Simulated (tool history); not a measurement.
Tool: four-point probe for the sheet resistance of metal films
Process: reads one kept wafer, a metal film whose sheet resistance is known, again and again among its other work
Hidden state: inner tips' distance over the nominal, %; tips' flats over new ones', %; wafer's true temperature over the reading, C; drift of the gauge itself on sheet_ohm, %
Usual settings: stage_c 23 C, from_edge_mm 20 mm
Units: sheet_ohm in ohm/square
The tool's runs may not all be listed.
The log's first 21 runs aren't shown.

run	hour	stage_c	from_edge_mm	touches since the probe head was changed	hours of work since the stage's thermometer was calibrated	sheet_ohm
22	1101.5	20	20	88634	445	29.158505
23	1151.7	20	20	89881	473	29.166689
24	1190	30	3	90832	493	30.795908
25	1250.4	21	49	92332	526	29.131163
26	1281.5	21	49	93103	543	29.125402
# hour 1285.9: new probe head fitted
27	1318.3	21	9	807	563	29.309896
28	1380.2	33	8	2344	596	29.42524
29	1413	26	18	3158	614	29.185946
30	1465.9	26	18	4471	643	29.181385
31	1526.7	22	8	5983	676	29.360457
32	1580.6	22	8	7321	705	29.358623
33	1624.9	29	43	8422	729	29.165723
34	1687.8	29	43	9984	763	29.160518
35	1728.9	29	43	11004	785	29.152405

Forecast each of these 4 alternatives for the next run:
A	1788.6	29	54	12487	818	?
B	1788.6	29	15	12487	818	?
C	1788.6	25	5	12487	818	?
D	1788.6	21	19	12487	818	?

run	sheet_ohm
A	29.158025
B	29.212053
C	29.743045
D	29.158565
Without the tool's hidden state the same runs would have given:
run	sheet_ohm
A	29.157554
B	29.211581
C	29.742571
D	29.158105
